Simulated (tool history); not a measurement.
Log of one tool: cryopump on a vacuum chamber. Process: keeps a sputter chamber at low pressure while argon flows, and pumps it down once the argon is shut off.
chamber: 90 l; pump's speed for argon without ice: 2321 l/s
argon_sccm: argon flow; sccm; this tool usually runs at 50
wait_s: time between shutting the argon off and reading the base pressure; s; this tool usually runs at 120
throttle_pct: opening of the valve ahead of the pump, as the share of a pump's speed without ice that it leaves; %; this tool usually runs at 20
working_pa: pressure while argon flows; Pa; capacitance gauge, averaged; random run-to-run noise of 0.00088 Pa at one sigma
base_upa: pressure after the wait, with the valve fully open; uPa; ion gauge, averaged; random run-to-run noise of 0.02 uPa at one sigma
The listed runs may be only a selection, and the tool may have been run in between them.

{"run": 1, "hour": 0.0, "argon_sccm": 50, "wait_s": 120, "throttle_pct": 20, "working_pa": 0.1942, "base_upa": 0.81}
{"run": 2, "hour": 42.4, "argon_sccm": 58, "wait_s": 120, "throttle_pct": 20, "working_pa": 0.2256, "base_upa": 0.82}
{"hour": 52.1, "done": "pump warmed up, emptied and cooled again"}
{"run": 3, "hour": 75.1, "argon_sccm": 58, "wait_s": 120, "throttle_pct": 20, "working_pa": 0.2133, "base_upa": 0.66}
{"run": 4, "hour": 103.8, "argon_sccm": 58, "wait_s": 120, "throttle_pct": 20, "working_pa": 0.2142, "base_upa": 0.68}
{"run": 5, "hour": 156.4, "argon_sccm": 50, "wait_s": 120, "throttle_pct": 20, "working_pa": 0.1834, "base_upa": 0.69}
{"run": 6, "hour": 215.1, "argon_sccm": 50, "wait_s": 46, "throttle_pct": 56, "working_pa": 0.0673, "base_upa": 0.95}
{"run": 7, "hour": 270.6, "argon_sccm": 50, "wait_s": 109, "throttle_pct": 20, "working_pa": 0.1853, "base_upa": 0.75}
{"run": 8, "hour": 313.6, "argon_sccm": 39, "wait_s": 73, "throttle_pct": 56, "working_pa": 0.0537, "base_upa": 0.83}
{"run": 9, "hour": 348.5, "argon_sccm": 39, "wait_s": 73, "throttle_pct": 56, "working_pa": 0.0521, "base_upa": 0.86}
{"run": 10, "hour": 390.5, "argon_sccm": 39, "wait_s": 73, "throttle_pct": 56, "working_pa": 0.0539, "base_upa": 0.88}

How would selected steps in working_pa from run to run divide? Give the signed amount a tool lacking its hidden state would still show from settings, what came in and random variation, and the signed amount left for the hidden state, including any gauge scatter that is not in both of the compared results.
The hidden state here: pump's speed, % of a pump's without ice; cold plate's temperature, K; leak into the chamber, uPa l/s; drift of the gauge itself on working_pa, %; drift of the gauge itself on base_upa, %.
Run 2 -> 3: pump warmed up, emptied and cooled again. working_pa -0.0123 Pa: hidden state -0.0129, all else +0.0006.
Run 7 -> 8: argon_sccm 50 -> 39, wait_s 109 -> 73, throttle_pct 20 -> 56. working_pa -0.1316 Pa: hidden state -0.0002, all else -0.1314.

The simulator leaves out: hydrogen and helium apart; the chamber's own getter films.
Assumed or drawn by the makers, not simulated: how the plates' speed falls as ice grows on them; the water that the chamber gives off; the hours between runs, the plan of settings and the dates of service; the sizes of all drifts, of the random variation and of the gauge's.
